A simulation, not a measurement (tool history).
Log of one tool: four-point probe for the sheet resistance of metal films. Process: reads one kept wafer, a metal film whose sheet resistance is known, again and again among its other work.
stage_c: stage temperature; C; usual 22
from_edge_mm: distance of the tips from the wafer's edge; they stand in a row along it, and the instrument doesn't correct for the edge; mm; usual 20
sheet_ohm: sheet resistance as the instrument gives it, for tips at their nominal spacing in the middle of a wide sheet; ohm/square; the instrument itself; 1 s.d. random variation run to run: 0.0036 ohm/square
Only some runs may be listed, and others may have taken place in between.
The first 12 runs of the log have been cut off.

{"run": 13, "hour": 246.5, "stage_c": 34, "from_edge_mm": 20, "sheet_ohm": 17.441017}
{"run": 14, "hour": 273.2, "stage_c": 34, "from_edge_mm": 20, "sheet_ohm": 17.444647}
{"run": 15, "hour": 288.0, "stage_c": 26, "from_edge_mm": 20, "sheet_ohm": 17.620418}
{"run": 16, "hour": 308.0, "stage_c": 26, "from_edge_mm": 20, "sheet_ohm": 17.617724}
{"run": 17, "hour": 329.7, "stage_c": 26, "from_edge_mm": 20, "sheet_ohm": 17.617206}
{"run": 18, "hour": 350.3, "stage_c": 22, "from_edge_mm": 20, "sheet_ohm": 17.711052}
{"run": 19, "hour": 369.2, "stage_c": 22, "from_edge_mm": 20, "sheet_ohm": 17.708216}
{"run": 20, "hour": 383.1, "stage_c": 22, "from_edge_mm": 20, "sheet_ohm": 17.707305}
{"run": 21, "hour": 412.5, "stage_c": 22, "from_edge_mm": 20, "sheet_ohm": 17.709262}
{"run": 22, "hour": 436.5, "stage_c": 22, "from_edge_mm": 20, "sheet_ohm": 17.704402}
{"run": 23, "hour": 452.0, "stage_c": 22, "from_edge_mm": 43, "sheet_ohm": 17.677879}
{"run": 24, "hour": 470.0, "stage_c": 30, "from_edge_mm": 8, "sheet_ohm": 17.719361}
{"run": 25, "hour": 485.1, "stage_c": 30, "from_edge_mm": 8, "sheet_ohm": 17.71905}
{"run": 26, "hour": 507.5, "stage_c": 30, "from_edge_mm": 8, "sheet_ohm": 17.713667}
{"run": 27, "hour": 524.4, "stage_c": 25, "from_edge_mm": 4, "sheet_ohm": 18.502315}
{"run": 28, "hour": 555.6, "stage_c": 25, "from_edge_mm": 4, "sheet_ohm": 18.494826}
{"run": 29, "hour": 570.8, "stage_c": 22, "from_edge_mm": 19, "sheet_ohm": 17.699518}
{"run": 30, "hour": 598.6, "stage_c": 22, "from_edge_mm": 3, "sheet_ohm": 19.201882}
{"run": 31, "hour": 621.6, "stage_c": 32, "from_edge_mm": 70, "sheet_ohm": 17.435989}
{"run": 32, "hour": 650.9, "stage_c": 22, "from_edge_mm": 22, "sheet_ohm": 17.689948}
{"run": 33, "hour": 668.3, "stage_c": 22, "from_edge_mm": 22, "sheet_ohm": 17.69481}

What does the tool deliver on the next run?
{"run": 34, "hour": 695.3, "stage_c": 22, "from_edge_mm": 7, "sheet_ohm": "?"}

sheet_ohm: 17.971263 ohm/square
Had the tool carried no hidden state, the very same run would have given sheet_ohm 18.079352 ohm/square.
